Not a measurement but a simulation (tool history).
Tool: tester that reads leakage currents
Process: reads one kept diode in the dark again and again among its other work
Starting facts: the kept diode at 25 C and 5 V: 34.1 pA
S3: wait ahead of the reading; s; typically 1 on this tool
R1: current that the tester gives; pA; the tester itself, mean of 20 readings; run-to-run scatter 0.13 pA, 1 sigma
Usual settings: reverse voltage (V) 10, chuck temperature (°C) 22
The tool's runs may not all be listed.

Run 1, hour 0: usual settings. Result: R1 56.88 pA.
Run 2, hour 79.9: usual settings. Result: R1 57.66 pA.
Run 3, hour 153.7: usual settings. Result: R1 58.3 pA.
Run 4, hour 209.6: usual settings. Result: R1 58.68 pA.
Run 5, hour 296.1: usual settings but chuck temperature (°C) 43. Result: R1 258.47 pA.
Run 6, hour 411.5: usual settings. Result: R1 60.52 pA.
Run 7, hour 537.7: usual settings. Result: R1 61.86 pA.
Run 8, hour 635.7: usual settings. Result: R1 63.45 pA.
Run 9, hour 702.2: usual settings but reverse voltage (V) 2.2. Result: R1 22.04 pA.
At hour 797.2: probe card cleaned and baked.
Run 10, hour 815.4: usual settings but reverse voltage (V) 2.2, S3 0.98 s. Result: R1 15.9 pA.
Run 11, hour 880: usual settings but reverse voltage (V) 2.2, chuck temperature (°C) 41, S3 0.98 s. Result: R1 90.19 pA.
Run 12, hour 975: usual settings but reverse voltage (V) 2.2, chuck temperature (°C) 41, S3 0.37 s. Result: R1 91.33 pA.
Run 13, hour 1066.5: usual settings but reverse voltage (V) 2.2, chuck temperature (°C) 41, S3 0.37 s. Result: R1 90.9 pA.
At hour 1088: chuck's temperature calibrated.
Run 14, hour 1185.2: usual settings but reverse voltage (V) 2.2, chuck temperature (°C) 41, S3 0.37 s. Result: R1 98.72 pA.
Run 15, hour 1298.9: usual settings but S3 2.67 s. Result: R1 41.61 pA.
Run 16, hour 1396.7: usual settings but S3 2.67 s. Result: R1 42.71 pA.
Run 17, hour 1465.2: usual settings. Result: R1 44.8 pA.
Run 18, hour 1549.1: usual settings. Result: R1 45.44 pA.
Run 19, hour 1633.6: usual settings but chuck temperature (°C) 51. Result: R1 488.22 pA.
At hour 1644.4: tester calibrated.
Run 20, hour 1724.2: usual settings but chuck temperature (°C) 51. Result: R1 485.11 pA.
Run 21, hour 1784.3: usual settings but chuck temperature (°C) 51. Result: R1 484.16 pA.
Run 22, hour 1862.3: usual settings but reverse voltage (V) 8, S3 2.76 s. Result: R1 40.69 pA.
Run 23, hour 1987.6: usual settings but chuck temperature (°C) 28, S3 1.44 s. Result: R1 76.18 pA.
At hour 2037.3: tester calibrated, once more.
Run 24, hour 2071.9: usual settings but reverse voltage (V) 1, chuck temperature (°C) 53. Result: R1 176.86 pA.
Run 25, hour 2150.7: usual settings but reverse voltage (V) 1, chuck temperature (°C) 53. Result: R1 177.78 pA.
Run 26, hour 2249.7: usual settings but reverse voltage (V) 15.6, chuck temperature (°C) 24, S3 4.47 s. Result: R1 77.54 pA.
Run 27, hour 2306.3: usual settings but reverse voltage (V) 15.6, chuck temperature (°C) 39, S3 0.45 s. Result: R1 245.91 pA.
Run 28, hour 2415.8: usual settings but reverse voltage (V) 15.6, chuck temperature (°C) 39, S3 0.45 s. Result: R1 247.58 pA.
Run 29, hour 2519.2: usual settings but chuck temperature (°C) 23, S3 2.83 s. Result: R1 57.1 pA.
Run 30, hour 2607.9: usual settings but chuck temperature (°C) 23, S3 2.83 s. Result: R1 57.81 pA.
Run 31, hour 2714.2: usual settings but chuck temperature (°C) 56, S3 0.41 s. Result: R1 728.39 pA.
Run 32, hour 2832.8: usual settings but reverse voltage (V) 1.8, chuck temperature (°C) 39, S3 1.34 s. Result: R1 74.59 pA.
Run 33, hour 2944.8: usual settings but reverse voltage (V) 1.8, chuck temperature (°C) 39, S3 1.34 s. Result: R1 74.36 pA.
Run 34, hour 3062.9: usual settings but reverse voltage (V) 1.8, chuck temperature (°C) 39, S3 1.34 s. Result: R1 74.78 pA.
Run 35, hour 3154.4: usual settings but reverse voltage (V) 1.8, chuck temperature (°C) 39, S3 1.34 s. Result: R1 74.76 pA.
Run 36, hour 3278.4: usual settings but reverse voltage (V) 1.8, chuck temperature (°C) 58, S3 0.57 s. Result: R1 347.1 pA.
Run 37, hour 3341.8: usual settings but reverse voltage (V) 1.8, chuck temperature (°C) 58, S3 0.57 s. Result: R1 345.05 pA.
At hour 3402.8: probe card cleaned and baked.
Run 38, hour 3464.5: usual settings but reverse voltage (V) 6.1, chuck temperature (°C) 59, S3 9.46 s. Result: R1 675.65 pA.
Run 39, hour 3587.2: usual settings but reverse voltage (V) 1.4, chuck temperature (°C) 59, S3 6.04 s. Result: R1 324.18 pA.

4 options for the next run, each taken on its own from the tool as it stands now. Forecast them:
Run A, hour 3688.7: usual settings but chuck temperature (°C) 23. Result: R1 ?.
Run B, hour 3688.7: usual settings but chuck temperature (°C) 36. Result: R1 ?.
Run C, hour 3688.7: usual settings but reverse voltage (V) 5.8, chuck temperature (°C) 23, S3 2.63 s. Result: R1 ?.
Run D, hour 3688.7: usual settings but S3 1.85 s. Result: R1 ?.

run      R1
  A    42.3
  B  129.56
  C   30.01
  D   37.81
Without the tool's hidden state the same runs would have given:
run      R1
  A   42.58
  B  136.96
  C   30.76
  D   37.78
